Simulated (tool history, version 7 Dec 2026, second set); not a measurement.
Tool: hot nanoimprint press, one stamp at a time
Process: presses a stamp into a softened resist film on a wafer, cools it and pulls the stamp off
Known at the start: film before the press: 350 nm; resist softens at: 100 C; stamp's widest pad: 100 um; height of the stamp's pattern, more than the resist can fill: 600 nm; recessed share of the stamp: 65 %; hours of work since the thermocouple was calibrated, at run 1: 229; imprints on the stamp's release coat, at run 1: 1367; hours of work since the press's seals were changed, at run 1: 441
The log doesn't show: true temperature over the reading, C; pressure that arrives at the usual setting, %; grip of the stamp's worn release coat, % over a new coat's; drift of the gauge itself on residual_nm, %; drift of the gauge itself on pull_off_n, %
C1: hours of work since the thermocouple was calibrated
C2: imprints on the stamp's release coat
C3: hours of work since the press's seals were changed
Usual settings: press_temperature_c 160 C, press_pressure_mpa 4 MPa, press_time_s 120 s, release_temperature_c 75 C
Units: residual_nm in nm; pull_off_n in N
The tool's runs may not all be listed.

{"run": 1, "day": 0.0, "press_temperature_c": 160, "press_pressure_mpa": 4, "press_time_s": 120, "release_temperature_c": 75, "C1": 229, "C2": 1367, "C3": 441, "residual_nm": 201.5, "pull_off_n": 190}
{"run": 2, "day": 2.583, "press_temperature_c": 153, "press_pressure_mpa": 4, "press_time_s": 120, "release_temperature_c": 75, "C1": 257, "C2": 1538, "C3": 469, "residual_nm": 255.3, "pull_off_n": 190}
{"run": 3, "day": 4.567, "press_temperature_c": 160, "press_pressure_mpa": 4, "press_time_s": 99, "release_temperature_c": 75, "C1": 279, "C2": 1670, "C3": 491, "residual_nm": 212.7, "pull_off_n": 197}
{"run": 4, "day": 6.071, "press_temperature_c": 160, "press_pressure_mpa": 4, "press_time_s": 99, "release_temperature_c": 75, "C1": 296, "C2": 1770, "C3": 508, "residual_nm": 215.3, "pull_off_n": 205}
{"run": 5, "day": 7.667, "press_temperature_c": 160, "press_pressure_mpa": 4.73, "press_time_s": 120, "release_temperature_c": 75, "C1": 314, "C2": 1876, "C3": 526, "residual_nm": 189.8, "pull_off_n": 207}
{"run": 6, "day": 9.033, "press_temperature_c": 160, "press_pressure_mpa": 4, "press_time_s": 92, "release_temperature_c": 75, "C1": 329, "C2": 1966, "C3": 541, "residual_nm": 221.2, "pull_off_n": 211}
{"day": 11.083, "done": "stamp cleaned and given a new release coat"}
{"run": 7, "day": 12.442, "press_temperature_c": 160, "press_pressure_mpa": 4, "press_time_s": 92, "release_temperature_c": 75, "C1": 364, "C2": 90, "C3": 576, "residual_nm": 222, "pull_off_n": 136}
{"run": 8, "day": 14.229, "press_temperature_c": 160, "press_pressure_mpa": 4, "press_time_s": 92, "release_temperature_c": 75, "C1": 384, "C2": 209, "C3": 596, "residual_nm": 219.4, "pull_off_n": 140}
{"run": 9, "day": 16.425, "press_temperature_c": 160, "press_pressure_mpa": 4, "press_time_s": 92, "release_temperature_c": 75, "C1": 408, "C2": 354, "C3": 620, "residual_nm": 222.1, "pull_off_n": 145}
{"day": 18.95, "done": "plate thermocouple calibrated"}
{"run": 10, "day": 18.95, "press_temperature_c": 160, "press_pressure_mpa": 4, "press_time_s": 92, "release_temperature_c": 75, "C1": 0, "C2": 514, "C3": 647, "residual_nm": 227.7, "pull_off_n": 152}
{"run": 11, "day": 21.542, "press_temperature_c": 160, "press_pressure_mpa": 4, "press_time_s": 92, "release_temperature_c": 75, "C1": 29, "C2": 686, "C3": 676, "residual_nm": 229.2, "pull_off_n": 164}
{"run": 12, "day": 22.979, "press_temperature_c": 160, "press_pressure_mpa": 4, "press_time_s": 92, "release_temperature_c": 75, "C1": 45, "C2": 781, "C3": 692, "residual_nm": 229.1, "pull_off_n": 164}
{"run": 13, "day": 26.029, "press_temperature_c": 160, "press_pressure_mpa": 4, "press_time_s": 92, "release_temperature_c": 75, "C1": 79, "C2": 983, "C3": 725, "residual_nm": 232.1, "pull_off_n": 167}
{"run": 14, "day": 27.617, "press_temperature_c": 160, "press_pressure_mpa": 4, "press_time_s": 92, "release_temperature_c": 75, "C1": 96, "C2": 1089, "C3": 743, "residual_nm": 231.7, "pull_off_n": 174}
{"run": 15, "day": 30.754, "press_temperature_c": 160, "press_pressure_mpa": 4, "press_time_s": 230, "release_temperature_c": 66, "C1": 131, "C2": 1297, "C3": 778, "residual_nm": 177.9, "pull_off_n": 203}
{"run": 16, "day": 33.183, "press_temperature_c": 153, "press_pressure_mpa": 4, "press_time_s": 115, "release_temperature_c": 72, "C1": 158, "C2": 1458, "C3": 805, "residual_nm": 273, "pull_off_n": 194}
{"run": 17, "day": 34.817, "press_temperature_c": 160, "press_pressure_mpa": 5.09, "press_time_s": 190, "release_temperature_c": 75, "C1": 176, "C2": 1566, "C3": 823, "residual_nm": 170.3, "pull_off_n": 196}

The next listed run, before its measurement:
{"day": 35.796, "done": "press's hydraulic seals changed and the load cell set to zero"}
{"day": 36.983, "done": "plate thermocouple calibrated, once more"}
{"run": 18, "day": 36.983, "press_temperature_c": 167, "press_pressure_mpa": 4.21, "press_time_s": 138, "release_temperature_c": 62, "C1": 0, "C2": 1680, "C3": 12, "residual_nm": "?", "pull_off_n": "?"}

Run 18 gave residual_nm 132.8 nm, pull_off_n 213 N.
Without the tool's hidden state the same run would have given residual_nm 133.9 nm, pull_off_n 141 N.
